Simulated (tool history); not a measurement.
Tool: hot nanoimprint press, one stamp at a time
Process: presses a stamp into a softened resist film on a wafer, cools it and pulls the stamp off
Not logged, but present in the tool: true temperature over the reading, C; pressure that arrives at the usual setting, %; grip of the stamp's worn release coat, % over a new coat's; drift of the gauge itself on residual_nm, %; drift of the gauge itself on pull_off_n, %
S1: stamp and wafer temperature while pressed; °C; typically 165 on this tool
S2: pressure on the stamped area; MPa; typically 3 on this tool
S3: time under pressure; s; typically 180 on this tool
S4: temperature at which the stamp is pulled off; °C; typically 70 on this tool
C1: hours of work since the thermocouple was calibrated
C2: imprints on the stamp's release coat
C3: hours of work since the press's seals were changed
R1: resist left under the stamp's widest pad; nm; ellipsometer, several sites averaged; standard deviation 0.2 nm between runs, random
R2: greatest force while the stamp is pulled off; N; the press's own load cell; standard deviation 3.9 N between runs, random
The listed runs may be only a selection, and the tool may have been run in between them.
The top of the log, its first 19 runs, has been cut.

Run 20, hour 168.8: usual settings but S1 157 °C, S2 4.16 MPa; C1 14; C2 1541; C3 221. Result: R1 88 nm, R2 294 N.
Run 21, hour 177.3: usual settings but S1 157 °C, S2 4.16 MPa; C1 19; C2 1559; C3 225. Result: R1 87.8 nm, R2 282 N.
Run 22, hour 182.9: usual settings but S1 157 °C, S2 4.16 MPa; C1 22; C2 1571; C3 228. Result: R1 87.8 nm, R2 273 N.
Run 23, hour 187.9: usual settings but S1 155 °C; C1 24; C2 1581; C3 231. Result: R1 111.3 nm, R2 282 N.
Run 24, hour 193.4: usual settings but S4 73 °C; C1 27; C2 1593; C3 234. Result: R1 69.4 nm, R2 284 N.
Run 25, hour 200.3: usual settings but S1 163 °C, S2 1.99 MPa, S4 67 °C; C1 31; C2 1608; C3 237. Result: R1 92.6 nm, R2 293 N.
Run 26, hour 208.6: usual settings but S1 160 °C, S3 228 s; C1 35; C2 1626; C3 242. Result: R1 80.4 nm, R2 288 N.
Run 27, hour 219.4: usual settings but S1 163 °C, S2 2.99 MPa, S3 240 s; C1 41; C2 1648; C3 247. Result: R1 68.1 nm, R2 278 N.
Run 28, hour 226.7: usual settings but S1 174 °C; C1 45; C2 1664; C3 251. Result: R1 46.4 nm, R2 287 N.
Run 29, hour 236.4: usual settings but S1 174 °C; C1 50; C2 1685; C3 256. Result: R1 45.8 nm, R2 289 N.
Run 30, hour 242.7: usual settings but S1 174 °C, S2 4.71 MPa, S3 144 s, S4 61 °C; C1 53; C2 1698; C3 259. Result: R1 40.3 nm, R2 331 N.

Consider 4 possible next runs. They are alternatives, not a sequence: every one starts from the tool as it was left by run 30. What does each give?
Run A, hour 250.8: usual settings but S1 166 °C, S2 2.02 MPa, S4 60 °C; C1 57; C2 1715; C3 264. Result: R1 ?, R2 ?.
Run B, hour 250.8: usual settings but S1 166 °C, S2 2.4 MPa, S4 62 °C; C1 57; C2 1715; C3 264. Result: R1 ?, R2 ?.
Run C, hour 250.8: usual settings but S3 237 s, S4 64 °C; C1 57; C2 1715; C3 264. Result: R1 ?, R2 ?.
Run D, hour 250.8: usual settings but S4 76 °C; C1 57; C2 1715; C3 264. Result: R1 ?, R2 ?.

run    R1   R2
  A  80.4  330
  B    74  319
  C  61.9  312
  D  69.7  278
Without the tool's hidden state the same runs would have given:
run    R1   R2
  A  81.1  212
  B  74.6  205
  C  62.4  201
  D  70.2  178
